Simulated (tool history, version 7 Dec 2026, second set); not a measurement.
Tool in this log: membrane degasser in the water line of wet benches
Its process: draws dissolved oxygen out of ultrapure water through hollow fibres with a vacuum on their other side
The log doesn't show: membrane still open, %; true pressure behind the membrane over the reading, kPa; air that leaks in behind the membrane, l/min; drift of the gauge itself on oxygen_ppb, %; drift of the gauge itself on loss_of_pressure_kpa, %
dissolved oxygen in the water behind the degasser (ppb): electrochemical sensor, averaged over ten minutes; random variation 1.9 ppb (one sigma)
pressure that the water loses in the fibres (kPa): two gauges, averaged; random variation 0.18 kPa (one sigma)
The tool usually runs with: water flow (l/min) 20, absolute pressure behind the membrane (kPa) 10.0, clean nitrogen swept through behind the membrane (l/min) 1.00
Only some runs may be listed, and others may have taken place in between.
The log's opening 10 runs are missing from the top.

run    hour  water flow (l/min)  absolute pressure behind the membrane (kPa)  clean nitrogen swept through behind the membrane (l/min)  hours since the membrane was changed  hours since the vacuum gauge was calibrated  hours since the vacuum lines were made tight  dissolved oxygen in the water behind the degasser (ppb)  pressure that the water loses in the fibres (kPa)
 11  1608.2                  20                                         10.0                                                      1.00                                  4893                                          786                                          3176                                                    327.0                                              35.97
 12  1764.3                  20                                         10.0                                                      1.00                                  5049                                          942                                          3332                                                    320.9                                              36.39
     1777.8  -- vacuum gauge calibrated, once more
     1857.0  -- seals of the vacuum lines changed
 13  1879.9                  20                                         10.0                                                      1.00                                  5162                                          100                                            23                                                    304.2                                              35.90
 14  2000.7                  20                                         10.0                                                      1.00                                  5283                                          221                                           144                                                    306.6                                              36.07
 15  2156.6                  20                                          6.6                                                      1.00                                  5439                                          377                                           300                                                    163.9                                              36.20
 16  2314.5                  20                                         10.0                                                      1.00                                  5597                                          535                                           458                                                    307.9                                              36.31
 17  2438.8                  21                                         10.0                                                      0.45                                  5721                                          659                                           582                                                    597.6                                              37.77
 18  2549.6                  21                                         10.0                                                      0.45                                  5832                                          770                                           693                                                    599.6                                              38.25

The next listed run, before its measurement:
 19  2722.4                  13                                         10.0                                                      0.46                                  6005                                          943                                           865                                                        ?                                                  ?

{"run 19": {"dissolved oxygen in the water behind the degasser (ppb)": 394.4, "pressure that the water loses in the fibres (kPa)": 23.86}}
If the tool had no hidden condition, the same run with the same run-to-run variation would have returned dissolved oxygen in the water behind the degasser (ppb) 390.6, pressure that the water loses in the fibres (kPa) 22.60.

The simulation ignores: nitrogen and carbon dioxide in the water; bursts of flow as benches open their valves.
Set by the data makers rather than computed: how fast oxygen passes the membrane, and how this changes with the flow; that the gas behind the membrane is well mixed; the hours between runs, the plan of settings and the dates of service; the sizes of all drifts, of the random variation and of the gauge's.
